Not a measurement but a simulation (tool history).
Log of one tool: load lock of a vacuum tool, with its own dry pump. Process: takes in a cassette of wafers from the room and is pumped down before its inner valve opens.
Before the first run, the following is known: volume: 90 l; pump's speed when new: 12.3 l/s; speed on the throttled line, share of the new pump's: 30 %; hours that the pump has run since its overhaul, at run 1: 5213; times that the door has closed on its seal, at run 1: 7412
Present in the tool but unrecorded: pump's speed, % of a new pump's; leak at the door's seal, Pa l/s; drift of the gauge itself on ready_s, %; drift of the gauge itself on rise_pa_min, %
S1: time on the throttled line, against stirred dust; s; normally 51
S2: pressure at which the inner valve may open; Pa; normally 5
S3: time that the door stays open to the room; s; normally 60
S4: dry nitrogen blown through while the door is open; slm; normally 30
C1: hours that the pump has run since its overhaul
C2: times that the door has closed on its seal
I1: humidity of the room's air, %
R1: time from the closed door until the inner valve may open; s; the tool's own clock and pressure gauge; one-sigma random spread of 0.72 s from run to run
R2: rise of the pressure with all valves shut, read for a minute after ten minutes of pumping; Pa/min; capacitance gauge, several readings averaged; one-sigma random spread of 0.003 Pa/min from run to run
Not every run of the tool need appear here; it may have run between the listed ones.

Run 1, hour 0: usual settings; C1 5213; C2 7412; I1 45.2. Result: R1 111.8 s, R2 0.047 Pa/min.
Run 2, hour 160.5: usual settings; C1 5374; C2 7883; I1 45.9. Result: R1 109.6 s, R2 0.049 Pa/min.
Run 3, hour 341.4: usual settings but S2 8 Pa; C1 5555; C2 8415; I1 45.3. Result: R1 106.5 s, R2 0.046 Pa/min.
Run 4, hour 454.1: usual settings but S2 8 Pa; C1 5667; C2 8746; I1 42.7. Result: R1 108 s, R2 0.053 Pa/min.
Run 5, hour 679.5: usual settings but S2 8 Pa; C1 5893; C2 9408; I1 43.3. Result: R1 107.4 s, R2 0.056 Pa/min.
Run 6, hour 914.5: usual settings; C1 6128; C2 10098; I1 41.1. Result: R1 110.9 s, R2 0.062 Pa/min.
Run 7, hour 1135.2: usual settings but S2 8 Pa; C1 6348; C2 10746; I1 43.4. Result: R1 108.4 s, R2 0.063 Pa/min.
Run 8, hour 1348.9: usual settings but S2 8 Pa; C1 6562; C2 11374; I1 44.5. Result: R1 107.8 s, R2 0.072 Pa/min.
Run 9, hour 1565.8: usual settings but S2 8 Pa, S3 134 s; C1 6779; C2 12011; I1 45.7. Result: R1 108.9 s, R2 0.083 Pa/min.
Run 10, hour 1725.9: usual settings but S2 8 Pa, S3 238 s, S4 44 slm; C1 6939; C2 12481; I1 43.8. Result: R1 108.2 s, R2 0.087 Pa/min.
Run 11, hour 1865.1: usual settings but S1 28 s, S2 7 Pa; C1 7078; C2 12890; I1 44.3. Result: R1 92.8 s, R2 0.084 Pa/min.

Estimate the outcome of run 12 from the log above:
Run 12, hour 1999.3: usual settings but S1 64 s, S2 10 Pa; C1 7213; C2 13284; I1 45.6. Result: R1 ?, R2 ?.

R1: 115.4 s
R2: 0.09 Pa/min
The same run, on a tool lacking any hidden state, would have yielded R1 113.3 s, R2 0.012 Pa/min.
